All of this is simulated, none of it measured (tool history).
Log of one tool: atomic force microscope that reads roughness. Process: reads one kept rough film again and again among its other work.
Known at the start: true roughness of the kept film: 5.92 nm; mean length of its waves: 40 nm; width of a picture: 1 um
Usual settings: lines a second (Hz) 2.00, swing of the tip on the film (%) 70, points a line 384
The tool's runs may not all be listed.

| run | hour | lines a second (Hz) | swing of the tip on the film (%) | points a line | roughness of the kept film (nm (root mean square)) |
|---|---|---|---|---|---|
| 1 | 0.0 | 2.00 | 70 | 384 | 4.905 |
| 2 | 20.7 | 2.00 | 70 | 384 | 4.809 |
| 3 | 46.0 | 2.00 | 70 | 384 | 4.684 |
| 4 | 64.6 | 2.00 | 70 | 525 | 4.576 |
| 5 | 87.4 | 2.00 | 70 | 525 | 4.476 |
| 6 | 105.0 | 2.00 | 70 | 384 | 4.394 |
| 7 | 120.1 | 2.00 | 82 | 384 | 4.121 |
| 8 | 147.6 | 2.00 | 82 | 384 | 4.016 |
|  | 167.9 | new tip fitted |
| 9 | 168.7 | 2.00 | 70 | 767 | 5.029 |
| 10 | 189.7 | 2.00 | 70 | 384 | 4.884 |
| 11 | 209.3 | 2.00 | 70 | 384 | 4.822 |
| 12 | 231.3 | 2.00 | 70 | 384 | 4.711 |
| 13 | 248.9 | 2.00 | 62 | 384 | 4.713 |
| 14 | 261.8 | 2.00 | 62 | 384 | 4.701 |
| 15 | 291.7 | 2.00 | 83 | 747 | 4.225 |
|  | 294.2 | height scale calibrated on a step standard |
| 16 | 320.0 | 2.00 | 83 | 747 | 4.069 |
| 17 | 341.1 | 2.00 | 83 | 747 | 4.028 |
|  | 366.5 | new tip fitted |
| 18 | 370.3 | 0.96 | 83 | 280 | 5.044 |
| 19 | 398.1 | 1.81 | 59 | 384 | 4.963 |
| 20 | 421.7 | 0.94 | 57 | 473 | 4.919 |
|  | 435.1 | height scale calibrated on a step standard, once more |
| 21 | 449.6 | 2.00 | 56 | 343 | 4.738 |
| 22 | 474.5 | 2.00 | 59 | 334 | 4.594 |
| 23 | 504.2 | 2.00 | 59 | 334 | 4.478 |
| 24 | 522.3 | 2.08 | 59 | 334 | 4.381 |
| 25 | 552.0 | 2.08 | 59 | 334 | 4.267 |

Forecast each of these 3 alternatives for the next run:
|  | 566.6 | new tip fitted |
| A | 567.1 | 2.00 | 70 | 753 | ? |
|  | 566.6 | new tip fitted |
| B | 567.1 | 2.00 | 70 | 999 | ? |
|  | 566.6 | new tip fitted |
| C | 567.1 | 0.54 | 60 | 384 | ? |

| run | roughness of the kept film (nm (root mean square)) |
|---|---|
| A | 5.070 |
| B | 5.036 |
| C | 5.272 |
Without the tool's hidden state the same runs would have given:
| run | roughness of the kept film (nm (root mean square)) |
|---|---|
| A | 5.100 |
| B | 5.065 |
| C | 5.304 |

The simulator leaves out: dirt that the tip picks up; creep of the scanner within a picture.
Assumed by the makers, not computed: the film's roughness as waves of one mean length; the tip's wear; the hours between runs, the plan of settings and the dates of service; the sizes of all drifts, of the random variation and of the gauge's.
